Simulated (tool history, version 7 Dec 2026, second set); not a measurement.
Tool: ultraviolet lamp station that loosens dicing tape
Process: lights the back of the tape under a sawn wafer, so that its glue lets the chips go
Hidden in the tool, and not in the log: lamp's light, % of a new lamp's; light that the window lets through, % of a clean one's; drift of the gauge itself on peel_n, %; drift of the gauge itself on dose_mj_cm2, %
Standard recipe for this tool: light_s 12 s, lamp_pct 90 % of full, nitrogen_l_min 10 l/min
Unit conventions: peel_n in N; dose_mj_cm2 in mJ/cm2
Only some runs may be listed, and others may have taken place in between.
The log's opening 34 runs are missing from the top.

run,hour,light_s,lamp_pct,nitrogen_l_min,hours of work of the lamp,hours of work since the window was cleaned,peel_n,dose_mj_cm2
35,1003.4,14,75,11,144,306,0.424,239
36,1020.6,7,73,6,157,319,1.698,114
37,1055.7,7,78,13,184,345,1.239,123
38,1094.1,7,78,13,212,374,1.248,116
39,1123.6,7,78,13,234,396,1.226,117
40,1154.4,6,66,12,257,419,1.877,85
41,1190.9,6,69,8,285,447,1.951,86
42,1217.5,6,69,5,305,466,2.313,83
43,1236.3,15,69,5,319,481,0.933,206

Each row is a separate what-if for the run after 43, all from the same tool condition, not one after another. Results?
A,1261.9,12,94,7,338,500,?,?
B,1261.9,12,90,10,338,500,?,?
C,1261.9,15,73,5,338,500,?,?
D,1261.9,12,85,9,338,500,?,?

run,peel_n,dose_mj_cm2
A,0.699,223
B,0.588,211
C,0.863,217
D,0.721,199
What these runs would have given with no unlogged condition in the tool:
run,peel_n,dose_mj_cm2
A,0.385,305
B,0.318,289
C,0.500,297
D,0.395,273
